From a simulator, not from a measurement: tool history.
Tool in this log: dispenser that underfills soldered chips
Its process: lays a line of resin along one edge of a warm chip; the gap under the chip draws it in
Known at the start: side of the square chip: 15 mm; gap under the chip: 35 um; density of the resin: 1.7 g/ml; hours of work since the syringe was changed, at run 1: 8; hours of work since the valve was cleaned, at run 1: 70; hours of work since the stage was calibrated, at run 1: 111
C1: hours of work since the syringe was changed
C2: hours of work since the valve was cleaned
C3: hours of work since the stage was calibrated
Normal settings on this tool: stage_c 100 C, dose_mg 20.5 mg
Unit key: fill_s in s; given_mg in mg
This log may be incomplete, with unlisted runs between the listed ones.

Run 1, day 0.000: usual settings; C1 8; C2 70; C3 111. Result: fill_s 218.4 s, given_mg 19.12 mg.
At day 0.046: new syringe of resin.
Run 2, day 0.225: usual settings but stage_c 114 C; C1 3; C2 74; C3 115. Result: fill_s 105.9 s, given_mg 18.92 mg.
At day 0.483: new syringe of resin.
Run 3, day 0.483: usual settings; C1 0; C2 79; C3 120. Result: fill_s 142.6 s, given_mg 18.96 mg.
Run 4, day 0.671: usual settings; C1 4; C2 83; C3 123. Result: fill_s 174.8 s, given_mg 18.74 mg.
Run 5, day 0.842: usual settings but dose_mg 21.9 mg; C1 7; C2 86; C3 126. Result: fill_s 208.5 s, given_mg 20.05 mg.
At day 0.912: new syringe of resin.
Run 6, day 1.046: usual settings but dose_mg 21.9 mg; C1 3; C2 90; C3 130. Result: fill_s 159.5 s, given_mg 20.02 mg.
Run 7, day 1.212: usual settings but stage_c 111 C, dose_mg 25.4 mg; C1 6; C2 93; C3 133. Result: fill_s 128.3 s, given_mg 23.38 mg.
At day 1.358: new syringe of resin.
Run 8, day 1.408: usual settings but stage_c 94 C, dose_mg 23.2 mg; C1 1; C2 96; C3 137. Result: fill_s 183.9 s, given_mg 21.07 mg.

Run 9, settings as shown, results not yet in. Your forecast:
Run 9, day 1.546: usual settings but stage_c 86 C, dose_mg 23.2 mg; C1 4; C2 99; C3 139. Result: fill_s ?, given_mg ?.

fill_s: 286.1 s
given_mg: 21.04 mg
Had the tool carried no hidden state, the very same run would have given fill_s 225.7 s, given_mg 23.24 mg.
